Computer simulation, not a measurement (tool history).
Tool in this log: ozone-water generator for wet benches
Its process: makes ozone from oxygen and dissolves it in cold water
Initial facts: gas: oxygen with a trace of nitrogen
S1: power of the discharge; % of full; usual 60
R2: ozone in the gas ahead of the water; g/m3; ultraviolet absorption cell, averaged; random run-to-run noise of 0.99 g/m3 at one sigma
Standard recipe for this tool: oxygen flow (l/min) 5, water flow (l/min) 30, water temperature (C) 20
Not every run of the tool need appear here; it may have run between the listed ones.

Run 1, day 0: usual settings. Result: dissolved ozone (ppm) 13.9, R2 170.2 g/m3.
Run 2, day 3.117: usual settings. Result: dissolved ozone (ppm) 13.7, R2 170.5 g/m3.
Run 3, day 5.558: usual settings. Result: dissolved ozone (ppm) 13.6, R2 168 g/m3.
Run 4, day 9.192: usual settings but oxygen flow (l/min) 4.11. Result: dissolved ozone (ppm) 12.9, R2 186.1 g/m3.
Run 5, day 11.121: usual settings. Result: dissolved ozone (ppm) 13.6, R2 169.8 g/m3.
Run 6, day 13.038: usual settings but oxygen flow (l/min) 3.2. Result: dissolved ozone (ppm) 12.3, R2 204.4 g/m3.
Run 7, day 15.675: usual settings but oxygen flow (l/min) 3.2. Result: dissolved ozone (ppm) 12.1, R2 200.8 g/m3.
Run 8, day 17.262: usual settings but water flow (l/min) 21. Result: dissolved ozone (ppm) 18.2, R2 169.3 g/m3.
Run 9, day 20.104: usual settings but S1 79 % of full, oxygen flow (l/min) 7.49, water flow (l/min) 41, water temperature (C) 16. Result: dissolved ozone (ppm) 14.8, R2 180.4 g/m3.
Run 10, day 23.312: usual settings but S1 79 % of full, oxygen flow (l/min) 7.49, water flow (l/min) 41, water temperature (C) 16. Result: dissolved ozone (ppm) 14.7, R2 181.4 g/m3.
Run 11, day 27.071: usual settings but water temperature (C) 12. Result: dissolved ozone (ppm) 14.6, R2 168.1 g/m3.
Run 12, day 30.325: usual settings but S1 41 % of full, water flow (l/min) 41, water temperature (C) 17. Result: dissolved ozone (ppm) 7.5, R2 123.3 g/m3.
Run 13, day 33.104: usual settings but S1 46 % of full, oxygen flow (l/min) 6.5, water flow (l/min) 38, water temperature (C) 14. Result: dissolved ozone (ppm) 9.8, R2 122.4 g/m3.
Run 14, day 35.042: usual settings but water temperature (C) 28. Result: dissolved ozone (ppm) 12.3, R2 168.2 g/m3.
Run 15, day 36.767: usual settings but S1 62 % of full, oxygen flow (l/min) 2.82, water flow (l/min) 28, water temperature (C) 19. Result: dissolved ozone (ppm) 12.7, R2 219.4 g/m3.

Run 16, settings as shown, results not yet in. Your forecast:
Run 16, day 40.258: usual settings but S1 62 % of full, oxygen flow (l/min) 2.82, water flow (l/min) 28, water temperature (C) 19. Result: dissolved ozone (ppm) ?, R2 ?.

{"run 16": {"dissolved ozone (ppm)": 12.5, "R2": 218}}
If the tool had no hidden condition, the same run with the same run-to-run variation would have returned dissolved ozone (ppm) 12.9, R2 222 g/m3.
